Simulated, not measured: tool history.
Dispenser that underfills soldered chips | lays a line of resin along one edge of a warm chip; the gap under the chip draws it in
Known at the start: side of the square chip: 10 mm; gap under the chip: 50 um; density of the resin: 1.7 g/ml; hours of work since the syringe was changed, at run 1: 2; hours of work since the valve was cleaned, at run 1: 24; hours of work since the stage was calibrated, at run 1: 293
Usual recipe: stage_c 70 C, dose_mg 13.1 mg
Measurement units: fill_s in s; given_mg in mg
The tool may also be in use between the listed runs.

run	day	stage_c	dose_mg	hours of work since the syringe was changed	hours of work since the valve was cleaned	hours of work since the stage was calibrated	fill_s	given_mg
1	0	70	13.1	2	24	293	69.6	12.84
# day 0.404: new syringe of resin
2	0.554	70	13.1	3	33	303	70.9	12.66
# day 0.888: new syringe of resin
3	0.938	70	16.1	1	40	309	61.8	15.42
# day 1.092: dispensing valve cleaned and set on the balance
# day 1.417: new syringe of resin
4	1.417	70	11.2	0	6	317	60.5	11.13
# day 1.892: new syringe of resin
5	1.946	70	13.1	1	15	326	63.6	12.92
6	2.288	84	13.1	7	21	332	60.4	12.86
# day 2.396: new syringe of resin
7	2.812	84	13.1	7	30	341	61.5	12.78
# day 2.871: new syringe of resin
# day 3.367: new syringe of resin
8	3.375	70	13.1	0	39	351	60.8	12.6
# day 3.558: dispensing valve cleaned and set on the balance
# day 3.921: new syringe of resin
9	3.996	80	13.1	1	7	361	46	12.94
10	4.283	80	13.1	6	13	366	67.4	12.85
# day 4.404: new syringe of resin
11	4.708	80	13.1	5	20	373	60.9	12.84
# day 4.912: new syringe of resin
12	5.038	80	14.3	2	25	379	48.6	13.85
# day 5.388: new syringe of resin
13	5.629	80	14.3	4	36	389	55.3	13.77
# day 5.908: new syringe of resin
# day 6.033: dispensing valve cleaned and set on the balance
14	6.142	70	13.1	3	2	397	77.3	13.15
# day 6.446: new syringe of resin
15	6.746	70	13.1	5	12	407	89.1	12.96
# day 6.933: new syringe of resin
16	7.304	70	13.1	7	22	417	101.8	12.7
# day 7.412: new syringe of resin
17	7.596	58	13.1	3	27	422	126.6	12.79
# day 7.883: new syringe of resin
18	8.104	58	13.1	4	36	431	132.5	12.68
# day 8.362: new syringe of resin
# day 8.488: dispensing valve cleaned and set on the balance
19	8.679	61	15.5	5	3	440	123.1	15.51
# day 8.879: new syringe of resin
20	9.267	61	12.5	7	14	450	146.5	12.32
# day 9.392: new syringe of resin
21	9.683	63	12.6	5	21	457	118.5	12.29
# day 9.896: new syringe of resin
22	9.996	79	11.8	2	26	463	50.8	11.49
23	10.279	57	15.7	7	31	467	168.2	15.12
# day 10.375: new syringe of resin
24	10.692	72	15.2	6	38	475	83.8	14.59
# day 10.858: new syringe of resin
# day 10.967: dispensing valve cleaned and set on the balance
25	11.221	70	14.6	6	5	483	92.1	14.45
# day 11.367: new syringe of resin
26	11.671	84	14.8	5	12	491	52.1	14.61
# day 11.875: new syringe of resin
27	12.125	65	13.8	4	20	498	100.8	13.47
# day 12.379: new syringe of resin
28	12.425	80	16.6	1	25	504	43.5	16.19
29	12.825	74	15.4	8	32	511	93.8	14.9
# day 12.896: new syringe of resin
30	13.342	74	15.4	8	41	520	92.9	14.8
# day 13.383: new syringe of resin
# day 13.425: dispensing valve cleaned and set on the balance
31	13.792	74	15.4	6	6	526	84.8	15.45
# day 13.896: new syringe of resin
# day 14.383: new syringe of resin
32	14.45	70	15.7	1	18	538	66.6	15.42
# day 14.867: new syringe of resin
33	14.983	70	15.7	2	27	547	71.6	15.37
# day 15.358: new syringe of resin
34	15.504	70	13.1	3	36	556	77	12.57

Alternative continuations, all from the tool just after run 34; predict every row:
# day 15.825: new syringe of resin
A	15.825	58	12.9	0	41	561	?	?
# day 15.825: new syringe of resin
B	15.825	70	14.2	0	41	561	?	?
# day 15.825: new syringe of resin
C	15.825	76	11.3	0	41	561	?	?
# day 15.825: new syringe of resin
D	15.825	67	15.7	0	41	561	?	?

run	fill_s	given_mg
A	100.6	12.44
B	60.7	13.63
C	51.7	10.91
D	67.8	15.11
Stripped of hidden state, with their random variation kept, the same runs would have yielded:
run	fill_s	given_mg
A	89.4	12.94
B	54.5	14.18
C	46.3	11.35
D	60.9	15.72
